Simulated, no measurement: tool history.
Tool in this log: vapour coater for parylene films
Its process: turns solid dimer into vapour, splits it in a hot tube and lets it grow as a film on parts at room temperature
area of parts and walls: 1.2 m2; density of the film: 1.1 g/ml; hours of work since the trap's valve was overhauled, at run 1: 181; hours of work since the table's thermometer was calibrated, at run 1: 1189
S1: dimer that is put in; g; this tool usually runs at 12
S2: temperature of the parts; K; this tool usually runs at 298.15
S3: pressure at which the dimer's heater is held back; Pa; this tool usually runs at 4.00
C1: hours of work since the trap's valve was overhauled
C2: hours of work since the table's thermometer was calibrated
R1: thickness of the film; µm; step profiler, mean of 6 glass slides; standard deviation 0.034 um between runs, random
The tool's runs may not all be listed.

run   hour  S1      S2    S3   C1    C2    R1
  1    0.0  12  298.15  4.00  181  1189  5.00
  2   58.7  12  298.15  4.00  230  1238  4.92
      65.6  -- trap's valve overhauled
  3   94.4  12  298.15  4.00   24  1265  4.68
  4  135.1  12  298.15  4.00   58  1299  4.58
  5  180.6  12  298.15  4.00   97  1338  4.54
  6  222.6  12  298.15  7.83  132  1373  4.29
  7  277.1  12  298.15  4.00  178  1419  4.31
  8  307.1  12  298.15  2.14  203  1444  4.48
     346.0  -- trap's valve overhauled
  9  365.4   7  306.15  3.54   16  1490  2.43
     390.9  -- trap's valve overhauled, once more
     417.9  -- table's thermometer calibrated
 10  421.3   7  308.15  9.43   25     3  2.20
 11  473.0   7  308.15  9.43   68    46  2.15
 12  502.1   7  308.15  9.43   93    71  2.13
 13  559.0   7  308.15  2.31  140   119  2.26
 14  588.8   9  308.15  3.09  166   144  2.82

For some of the steps in R1 from one run to the next: how much would appear even if the tool had no hidden state, given the settings, what came in and random variation, and how much remains for the hidden state plus any gauge scatter that the measured result and the result without hidden state don't share?
What the log doesn't record here: vapour lost through the trap's worn valve, %; true temperature of the parts over the reading, C; drift of the gauge itself on film_um, %.
Run 8 -> 9: S1 12 -> 7, S2 298.15 -> 306.15, S3 2.14 -> 3.54, trap's valve overhauled. R1 -2.05 µm: hidden state +1.07, all else -3.12.
